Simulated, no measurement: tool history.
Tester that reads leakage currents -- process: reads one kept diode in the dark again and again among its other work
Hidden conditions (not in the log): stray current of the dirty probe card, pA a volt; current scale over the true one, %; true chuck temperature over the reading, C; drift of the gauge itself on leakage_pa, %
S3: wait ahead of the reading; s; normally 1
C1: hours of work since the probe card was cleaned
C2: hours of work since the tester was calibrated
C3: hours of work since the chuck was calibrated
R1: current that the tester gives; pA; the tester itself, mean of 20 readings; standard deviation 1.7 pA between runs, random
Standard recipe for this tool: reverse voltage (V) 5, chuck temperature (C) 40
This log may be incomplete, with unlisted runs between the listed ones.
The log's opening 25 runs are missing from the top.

run 26 hour=585.5 | reverse_voltage_(V)=5 chuck_temperature_(C)=40 S3=1 | C1=694 C2=1052 C3=650 | R1=534.43
run 27 hour=605.9 | reverse_voltage_(V)=5 chuck_temperature_(C)=21 S3=6.3 | C1=710 C2=1068 C3=666 | R1=116.15
run 28 hour=623.1 | reverse_voltage_(V)=5 chuck_temperature_(C)=43 S3=6.3 | C1=724 C2=1082 C3=680 | R1=666.28
run 29 hour=639 | reverse_voltage_(V)=3.75 chuck_temperature_(C)=32 S3=1 | C1=736 C2=1094 C3=692 | R1=246.77
run 30 hour=654.6 | reverse_voltage_(V)=3.75 chuck_temperature_(C)=32 S3=1 | C1=748 C2=1106 C3=704 | R1=246.49
run 31 hour=689 | reverse_voltage_(V)=3.75 chuck_temperature_(C)=33 S3=1 | C1=775 C2=1133 C3=731 | R1=266.71
run 32 hour=719.7 | reverse_voltage_(V)=9.25 chuck_temperature_(C)=36 S3=1 | C1=799 C2=1157 C3=755 | R1=535.37
run 33 hour=737.4 | reverse_voltage_(V)=2.15 chuck_temperature_(C)=35 S3=8.46 | C1=813 C2=1171 C3=769 | R1=233.36
run 34 hour=761.9 | reverse_voltage_(V)=1.86 chuck_temperature_(C)=47 S3=1.16 | C1=832 C2=1191 C3=788 | R1=540.97
run 35 hour=788.6 | reverse_voltage_(V)=1.86 chuck_temperature_(C)=24 S3=0.55 | C1=853 C2=1211 C3=809 | R1=89.6
run 36 hour=812.5 | reverse_voltage_(V)=1.86 chuck_temperature_(C)=24 S3=0.55 | C1=872 C2=1230 C3=828 | R1=89.67
run 37 hour=836.1 | reverse_voltage_(V)=9.7 chuck_temperature_(C)=34 S3=1 | C1=890 C2=1249 C3=847 | R1=467.16
run 38 hour=865.5 | reverse_voltage_(V)=11.16 chuck_temperature_(C)=26 S3=1 | C1=914 C2=1272 C3=870 | R1=267.73
run 39 hour=899.3 | reverse_voltage_(V)=11.16 chuck_temperature_(C)=26 S3=1 | C1=940 C2=1298 C3=896 | R1=268.52

Below are 3 alternative next runs, each starting from the tool's condition after run 39. Predict each:
run A hour=930.3 | reverse_voltage_(V)=18.11 chuck_temperature_(C)=22 S3=0.98 | C1=964 C2=1322 C3=920 | R1=?
run B hour=930.3 | reverse_voltage_(V)=3.46 chuck_temperature_(C)=22 S3=1.6 | C1=964 C2=1322 C3=920 | R1=?
run C hour=930.3 | reverse_voltage_(V)=5 chuck_temperature_(C)=30 S3=0.51 | C1=964 C2=1322 C3=920 | R1=?

run=A R1=253.87
run=B R1=104.36
run=C R1=243.01
Without the tool's hidden state the same runs would have given:
run=A R1=250.9
run=B R1=107.6
run=C R1=252.85
